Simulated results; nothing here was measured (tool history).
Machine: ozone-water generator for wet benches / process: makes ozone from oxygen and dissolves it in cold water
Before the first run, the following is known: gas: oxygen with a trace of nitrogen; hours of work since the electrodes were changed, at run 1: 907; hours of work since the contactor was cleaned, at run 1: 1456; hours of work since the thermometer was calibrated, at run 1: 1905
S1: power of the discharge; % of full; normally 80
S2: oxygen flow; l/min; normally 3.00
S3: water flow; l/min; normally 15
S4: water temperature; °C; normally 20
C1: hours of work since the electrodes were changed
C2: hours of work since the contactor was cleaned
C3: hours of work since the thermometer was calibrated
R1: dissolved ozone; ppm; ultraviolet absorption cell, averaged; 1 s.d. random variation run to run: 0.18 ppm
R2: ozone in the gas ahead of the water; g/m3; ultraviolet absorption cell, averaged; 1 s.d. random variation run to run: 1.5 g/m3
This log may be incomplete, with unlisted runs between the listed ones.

run,hour,S1,S2,S3,S4,C1,C2,C3,R1,R2
1,0.0,80,3.00,15,20,907,1456,1905,24.9,272.7
2,23.4,80,3.00,15,20,924,1473,1922,25.1,271.0
3,43.6,80,3.00,15,20,939,1488,1937,25.1,269.4
4,64.6,80,3.00,15,20,955,1504,1953,25.0,272.0
5,96.4,80,3.00,15,20,979,1528,1976,25.1,269.4
6,118.3,80,3.00,15,20,995,1544,1993,25.2,268.9
7,150.2,50,3.00,15,20,1018,1568,2016,17.2,184.5
8,163.8,50,3.00,15,20,1029,1578,2027,17.2,183.6
9,186.2,50,3.00,15,20,1045,1595,2043,17.5,185.4
10,210.1,50,3.00,15,20,1063,1612,2061,17.2,183.8
11,237.4,92,3.00,15,20,1083,1633,2081,27.8,302.5
12,259.9,92,3.00,15,20,1100,1649,2098,27.9,302.0
13,278.7,92,3.00,15,20,1114,1663,2112,27.9,303.7
14,309.5,92,3.00,15,20,1137,1686,2135,28.0,300.8
15,333.1,44,3.00,15,20,1155,1704,2152,15.6,166.3
16,354.8,44,3.00,15,20,1171,1720,2169,15.4,166.8
17,384.4,44,1.82,15,26,1193,1742,2191,13.7,220.4
18,407.0,59,3.00,15,12,1210,1759,2207,21.5,208.9
19,428.0,59,1.68,15,12,1225,1774,2223,19.1,290.3
20,455.4,78,1.61,15,20,1245,1795,2243,22.8,371.2
21,486.8,78,1.61,15,20,1269,1818,2267,22.6,373.6
22,504.7,88,1.61,15,20,1282,1831,2280,25.2,411.9
23,518.9,88,1.61,15,20,1293,1842,2291,25.1,409.8
24,551.2,88,1.61,15,20,1317,1866,2315,24.8,410.0
25,581.0,94,3.84,16,20,1339,1888,2337,26.7,268.7
26,601.9,94,3.84,16,20,1354,1904,2352,26.8,268.3
27,629.3,99,3.84,16,25,1375,1924,2373,25.7,278.3
28,656.3,71,3.84,16,25,1395,1944,2393,19.9,213.8
29,676.9,80,3.00,15,13,1410,1960,2408,26.8,266.7
30,697.9,80,3.00,15,13,1426,1975,2424,27.0,269.7
31,722.5,80,3.00,15,13,1444,1993,2442,27.0,268.1
32,748.7,84,3.13,14,14,1464,2013,2462,29.1,271.1

Here are 3 independent what-if runs from the current tool condition. What would each one return?
A,770.2,80,3.00,15,19,1480,2029,2478,?,?
B,770.2,80,3.00,11,20,1480,2029,2478,?,?
C,770.2,80,3.00,15,27,1480,2029,2478,?,?

run,R1,R2
A,25.3,271.4
B,31.8,266.8
C,22.2,264.8
Without the tool's unlogged condition, the same runs would have read:
run,R1,R2
A,26.3,276.0
B,32.9,271.4
C,23.1,269.4

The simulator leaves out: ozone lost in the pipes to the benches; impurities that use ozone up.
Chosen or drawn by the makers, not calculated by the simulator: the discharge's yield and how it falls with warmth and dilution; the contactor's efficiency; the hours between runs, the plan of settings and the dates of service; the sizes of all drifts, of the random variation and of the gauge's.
